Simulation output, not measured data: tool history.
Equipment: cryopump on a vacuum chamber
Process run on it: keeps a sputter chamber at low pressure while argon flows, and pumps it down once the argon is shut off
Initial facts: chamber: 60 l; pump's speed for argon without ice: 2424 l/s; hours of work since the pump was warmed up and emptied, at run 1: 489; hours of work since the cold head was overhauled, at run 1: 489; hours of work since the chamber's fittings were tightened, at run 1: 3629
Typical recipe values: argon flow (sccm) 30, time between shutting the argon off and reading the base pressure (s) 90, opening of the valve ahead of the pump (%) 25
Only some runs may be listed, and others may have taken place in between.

run   hour  argon flow (sccm)  time between shutting the argon off and reading the base pressure (s)  opening of the valve ahead of the pump (%)  hours of work since the pump was warmed up and emptied  hours of work since the cold head was overhauled  hours of work since the chamber's fittings were tightened  pressure while argon flows (Pa)  pressure after the wait (uPa)
  1    0.0                 30                                                                     90                                          25                                                     489                                               489                                                       3629                           0.0892                           2.22
  2   23.1                 30                                                                     90                                          25                                                     506                                               506                                                       3646                           0.0895                           2.24
  3   46.2                 30                                                                     90                                          25                                                     524                                               524                                                       3664                           0.0910                           2.32
  4   63.0                 30                                                                     90                                          25                                                     537                                               537                                                       3676                           0.0910                           2.27
  5   77.6                 30                                                                     90                                          25                                                     548                                               548                                                       3687                           0.0915                           2.28
  6  101.4                 28                                                                     90                                          25                                                     566                                               566                                                       3705                           0.0863                           2.34
  7  117.9                 28                                                                     90                                          25                                                     578                                               578                                                       3718                           0.0850                           2.47
  8  132.7                 30                                                                     47                                          25                                                     589                                               589                                                       3729                           0.0921                           2.87
  9  161.0                 30                                                                    246                                          20                                                     611                                               611                                                       3750                           0.1132                           2.24
 10  187.6                 25                                                                     90                                          60                                                     631                                               631                                                       3770                           0.0367                           2.54
 11  202.8                 52                                                                     90                                          60                                                     642                                               642                                                       3782                           0.0764                           2.53
 12  217.0                 52                                                                     90                                          60                                                     653                                               653                                                       3793                           0.0763                           2.50
 13  237.3                 27                                                                     23                                          20                                                     668                                               668                                                       3808                           0.1030                           3.76
 14  261.2                 28                                                                    152                                          20                                                     686                                               686                                                       3826                           0.1062                           2.38

Each row is a separate what-if for the run after 14, all from the same tool condition, not one after another. Results?
  A  277.0                 28                                                                    111                                          58                                                     698                                               698                                                       3838                                ?                              ?
  B  277.0                 53                                                                     86                                          43                                                     698                                               698                                                       3838                                ?                              ?
  C  277.0                 20                                                                     30                                          20                                                     698                                               698                                                       3838                                ?                              ?
  D  277.0                 28                                                                     97                                          20                                                     698                                               698                                                       3838                                ?                              ?
  E  277.0                 29                                                                    108                                          17                                                     698                                               698                                                       3838                                ?                              ?

run  pressure while argon flows (Pa)  pressure after the wait (uPa)
  A                           0.0441                           2.53
  B                           0.1042                           2.66
  C                           0.0778                           3.39
  D                           0.1065                           2.57
  E                           0.1288                           2.46
With no hidden state in the tool, these same runs would have given:
run  pressure while argon flows (Pa)  pressure after the wait (uPa)
  A                           0.0345                           0.46
  B                           0.0862                           0.60
  C                           0.0709                           1.35
  D                           0.0970                           0.51
  E                           0.1190                           0.43

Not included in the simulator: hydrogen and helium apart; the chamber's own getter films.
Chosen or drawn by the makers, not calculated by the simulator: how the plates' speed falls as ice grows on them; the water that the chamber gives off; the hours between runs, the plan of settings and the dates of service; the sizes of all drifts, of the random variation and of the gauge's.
